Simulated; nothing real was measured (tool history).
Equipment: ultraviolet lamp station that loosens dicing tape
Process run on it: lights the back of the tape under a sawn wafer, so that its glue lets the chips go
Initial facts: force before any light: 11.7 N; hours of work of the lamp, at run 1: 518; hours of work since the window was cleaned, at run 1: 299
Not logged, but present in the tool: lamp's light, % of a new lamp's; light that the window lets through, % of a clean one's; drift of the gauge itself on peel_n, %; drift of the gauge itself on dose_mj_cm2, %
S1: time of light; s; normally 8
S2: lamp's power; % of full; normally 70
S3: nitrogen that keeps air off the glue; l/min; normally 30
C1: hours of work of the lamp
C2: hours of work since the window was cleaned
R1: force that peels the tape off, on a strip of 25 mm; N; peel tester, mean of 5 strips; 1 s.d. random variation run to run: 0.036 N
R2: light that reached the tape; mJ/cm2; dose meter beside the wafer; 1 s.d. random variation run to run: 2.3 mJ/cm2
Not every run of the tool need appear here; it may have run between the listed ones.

run	hour	S1	S2	S3	C1	C2	R1	R2
1	0	8	70	30	518	299	1.793	223
2	49.8	8	70	30	538	319	1.74	216
3	79.1	8	70	30	550	331	1.866	220
4	134.7	8	70	53	573	354	1.344	220
5	171.7	5	70	30	588	369	3.551	138
6	232.7	9	70	30	612	394	1.406	248
7	289.2	9	70	30	635	416	1.434	246
8	350.8	9	70	30	660	441	1.479	253
# hour 379.9: window cleaned of glue's vapour
9	380.6	9	70	30	672	0	1.416	251
10	423.2	8	70	9	689	18	3.436	220
11	481.7	8	70	9	713	41	3.398	220
12	537.9	8	70	39	735	64	1.581	226
13	586.7	8	70	27	755	84	1.82	225
14	628.3	8	70	27	772	100	1.898	222
15	657.5	8	70	30	784	112	1.774	225
16	713.3	8	70	30	806	135	1.791	220
17	753.9	8	70	30	823	151	1.83	219
18	816.2	8	70	30	848	177	1.773	222
19	844.6	8	73	30	860	188	1.675	236
20	878.3	8	73	30	873	202	1.689	230
21	936.9	6	73	30	897	225	2.638	170
22	996.8	8	70	30	921	250	1.776	221
23	1037.8	8	70	30	938	266	1.825	222
24	1085.9	5	70	30	957	286	3.366	142
25	1144.8	8	76	46	981	309	1.258	239
26	1186.1	15	93	25	998	326	0.298	554
27	1244.9	5	81	14	1022	350	4.12	161
28	1282.9	12	75	14	1037	365	1.15	360
29	1324.3	12	75	14	1054	382	1.173	361
30	1354.5	12	89	21	1066	394	0.593	425
31	1385.1	12	89	21	1078	407	0.571	425
32	1442	6	83	30	1101	430	2.139	199
33	1469.2	11	71	26	1112	441	1.005	309
# hour 1499.5: window cleaned of glue's vapour
34	1507.4	13	71	59	1127	3	0.408	365
35	1536.2	9	95	36	1139	15	0.691	337
36	1564	9	95	36	1150	26	0.656	340
37	1592.3	15	93	17	1162	38	0.383	561
38	1632.9	15	93	17	1178	54	0.374	556
39	1685.8	6	78	30	1200	75	2.425	187
40	1732.8	9	82	26	1219	94	1.136	296
41	1787.5	10	89	36	1241	117	0.615	354
42	1849.2	10	89	14	1266	141	1.186	358
43	1901	10	89	14	1287	162	1.17	348
44	1941.4	10	89	14	1303	179	1.202	355

Hidden condition of the tool, last listed run before each entry between runs versus first listed run after:
Runs 8 to 9: window cleaned of glue's vapour (hour 379.9)
  light that the window lets through, % of a clean one's: 99.8 -> 100
Runs 33 to 34: window cleaned of glue's vapour (hour 1499.5)
  light that the window lets through, % of a clean one's: 99.8 -> 100
